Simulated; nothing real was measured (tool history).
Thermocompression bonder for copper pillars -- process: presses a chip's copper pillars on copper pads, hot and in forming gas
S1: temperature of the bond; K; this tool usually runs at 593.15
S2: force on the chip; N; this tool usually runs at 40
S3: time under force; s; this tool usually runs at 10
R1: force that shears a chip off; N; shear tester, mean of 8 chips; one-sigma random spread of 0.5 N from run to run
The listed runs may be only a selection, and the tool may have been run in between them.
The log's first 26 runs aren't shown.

run    hour      S1  S2  S3     R1
     1406.1  -- forming gas filter changed
 27  1452.8  576.15  43   9   68.0
 28  1490.4  593.15  48  12   94.1
     1512.0  -- heater calibrated with a thermocouple chip
 29  1538.8  593.15  40   7   65.8
 30  1594.9  577.15  48  10   70.0
     1622.0  -- forming gas filter changed
 31  1671.0  603.15  30  18   89.0
 32  1728.0  586.15  30  18   74.3
 33  1777.1  585.15  39  12   72.2
     1835.7  -- forming gas filter changed
 34  1843.2  568.15  40   6   49.5
 35  1905.3  568.15  30   6   40.5
 36  1972.0  570.15  38   6   48.4
 37  2043.4  570.15  38  11   58.2
     2047.3  -- forming gas filter changed
 38  2109.1  616.15  40  22  116.0
 39  2167.3  616.15  40  22  114.7

Alternative continuations, all from the tool just after run 39; predict every row:
  A  2231.1  620.15  31  10   ?
  B  2231.1  620.15  41  24   ?
  C  2231.1  611.15  28  13   ?

run     R1
  A   83.6
  B  117.9
  C   79.8
Without the tool's unlogged condition, the same runs would have read:
run     R1
  A   86.9
  B  124.0
  C   82.8

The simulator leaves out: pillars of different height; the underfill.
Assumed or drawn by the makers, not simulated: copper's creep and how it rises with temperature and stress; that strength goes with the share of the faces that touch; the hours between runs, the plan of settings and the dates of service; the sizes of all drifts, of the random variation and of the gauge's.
